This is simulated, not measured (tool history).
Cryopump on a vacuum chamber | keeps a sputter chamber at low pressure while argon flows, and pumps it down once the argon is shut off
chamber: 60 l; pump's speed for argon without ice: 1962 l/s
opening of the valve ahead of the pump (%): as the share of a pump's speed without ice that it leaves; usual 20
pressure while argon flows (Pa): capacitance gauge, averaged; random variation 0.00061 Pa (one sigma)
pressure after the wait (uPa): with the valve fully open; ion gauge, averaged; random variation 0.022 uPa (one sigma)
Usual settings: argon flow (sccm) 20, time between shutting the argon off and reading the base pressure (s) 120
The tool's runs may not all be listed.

run	hour	argon flow (sccm)	time between shutting the argon off and reading the base pressure (s)	opening of the valve ahead of the pump (%)	pressure while argon flows (Pa)	pressure after the wait (uPa)
1	0.0	20	120	20	0.0892	1.75
2	55.6	20	120	25	0.0714	1.74
3	85.5	20	120	25	0.0713	1.79
4	137.6	20	120	25	0.0716	1.88
5	201.2	20	45	20	0.0898	2.74
6	260.3	20	31	20	0.0893	3.44
7	293.9	20	31	20	0.0897	3.42
8	323.9	20	31	20	0.0887	3.37
9	355.5	20	31	20	0.0891	3.44
10	383.7	20	31	20	0.0905	3.42
11	422.8	20	31	20	0.0904	3.52
# hour 452.2: pump warmed up, emptied and cooled again
12	470.6	20	31	20	0.0858	3.26
# hour 481.5: leaking fittings of the chamber tightened, without venting
13	510.7	20	31	20	0.0857	2.07
14	560.7	20	31	40	0.0436	2.19
15	623.0	20	31	40	0.0445	2.22
16	651.3	23	31	37	0.0551	2.23
17	693.0	23	69	37	0.0553	1.13
18	756.8	19	120	20	0.0831	0.80
19	798.8	13	31	20	0.0572	2.34
20	842.8	8	111	22	0.0320	0.87
21	904.6	17	194	19	0.0792	0.68
22	960.5	17	194	19	0.0790	0.70
23	1018.4	17	194	19	0.0799	0.75
24	1059.7	10	34	29	0.0305	2.31
25	1122.5	10	34	29	0.0303	2.30
26	1155.2	38	128	21	0.1604	0.93
27	1189.3	24	120	20	0.1061	0.99

4 ways to go on from here, each from the tool as it stands after run 27. What would each give?
A	1228.4	20	24	20	?	?
B	1228.4	30	120	20	?	?
C	1228.4	17	120	20	?	?
D	1228.4	12	120	35	?	?

run	pressure while argon flows (Pa)	pressure after the wait (uPa)
A	0.0896	3.24
B	0.1317	1.06
C	0.0764	1.04
D	0.0312	1.05
Without the tool's hidden state the same runs would have given:
run	pressure while argon flows (Pa)	pressure after the wait (uPa)
A	0.0868	2.83
B	0.1275	0.67
C	0.0740	0.65
D	0.0295	0.65
